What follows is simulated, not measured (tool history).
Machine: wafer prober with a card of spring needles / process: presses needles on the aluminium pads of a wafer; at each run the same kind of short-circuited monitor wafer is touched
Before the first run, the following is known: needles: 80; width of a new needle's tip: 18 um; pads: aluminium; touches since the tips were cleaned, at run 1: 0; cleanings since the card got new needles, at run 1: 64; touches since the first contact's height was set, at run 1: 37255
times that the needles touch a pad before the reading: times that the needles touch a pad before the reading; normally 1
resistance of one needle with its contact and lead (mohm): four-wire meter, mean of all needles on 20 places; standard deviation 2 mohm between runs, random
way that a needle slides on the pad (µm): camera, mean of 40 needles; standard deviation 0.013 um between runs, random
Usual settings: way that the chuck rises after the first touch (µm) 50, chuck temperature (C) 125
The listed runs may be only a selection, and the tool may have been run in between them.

run,hour,way that the chuck rises after the first touch (µm),chuck temperature (C),times that the needles touch a pad before the reading,touches since the tips were cleaned,cleanings since the card got new needles,touches since the first contact's height was set,resistance of one needle with its contact and lead (mohm),way that a needle slides on the pad (µm)
1,0.0,50,125,1,0,64,37255,224,7.24
# hour 44.2: tips cleaned on abrasive film
2,61.8,50,125,1,3985,65,51192,297,7.24
# hour 86.6: tips cleaned on abrasive film
# hour 127.2: tips cleaned on abrasive film
3,142.1,50,125,1,3368,67,69263,251,7.23
# hour 166.1: tips cleaned on abrasive film
4,198.3,50,125,1,7253,68,81922,272,7.21
# hour 205.8: tips cleaned on abrasive film
# hour 211.8: height of the first contact set anew
# hour 245.9: tips cleaned on abrasive film
# hour 287.7: tips cleaned on abrasive film
5,292.7,50,125,2,1133,71,18217,230,7.25
# hour 330.9: tips cleaned on abrasive film
# hour 353.0: tips cleaned on abrasive film, once more
6,376.3,50,125,1,5262,73,37033,261,7.28
# hour 395.2: tips cleaned on abrasive film
7,428.1,50,125,1,7424,74,48719,276,7.26
# hour 435.0: tips cleaned on abrasive film
# hour 477.2: tips cleaned on abrasive film
8,512.6,50,52,1,8002,76,67749,255,7.21
# hour 518.8: tips cleaned on abrasive film
# hour 561.8: tips cleaned on abrasive film
# hour 588.2: height of the first contact set anew
# hour 601.2: tips cleaned on abrasive film
9,611.3,50,52,1,2287,79,5179,233,7.28
# hour 647.6: tips cleaned on abrasive film
# hour 687.9: tips cleaned on abrasive film
10,692.5,50,52,1,1045,81,23465,222,7.23
# hour 731.0: tips cleaned on abrasive film
11,755.0,48,72,2,5412,82,37543,244,6.98
# hour 776.3: tips cleaned on abrasive film
# hour 819.5: tips cleaned on abrasive film
12,819.5,47,106,2,0,84,52074,225,6.80
# hour 866.7: tips cleaned on abrasive film
13,890.5,47,106,2,5363,85,68071,250,6.78
# hour 911.9: tips cleaned on abrasive film
# hour 953.3: tips cleaned on abrasive film
14,955.5,48,125,1,490,87,82688,236,6.92
# hour 966.7: height of the first contact set anew
# hour 994.7: tips cleaned on abrasive film
# hour 1039.2: tips cleaned on abrasive film
15,1052.5,48,125,1,2992,89,19326,255,6.98

Alternative continuations, all from the tool just after run 15; predict every row:
# hour 1079.6: tips cleaned on abrasive film
# hour 1119.1: tips cleaned on abrasive film
A,1140.9,51,50,2,4907,91,39231,?,?
# hour 1079.6: tips cleaned on abrasive film
# hour 1119.1: tips cleaned on abrasive film
B,1140.9,47,70,2,4907,91,39231,?,?
# hour 1079.6: tips cleaned on abrasive film
# hour 1119.1: tips cleaned on abrasive film
C,1140.9,36,46,1,4907,91,39231,?,?

run,resistance of one needle with its contact and lead (mohm),way that a needle slides on the pad (µm)
A,226,7.39
B,241,6.82
C,309,5.23
The same runs, with their run-to-run variation unchanged, on a tool lacking any hidden condition would have given:
run,resistance of one needle with its contact and lead (mohm),way that a needle slides on the pad (µm)
A,195,7.42
B,207,6.84
C,215,5.25
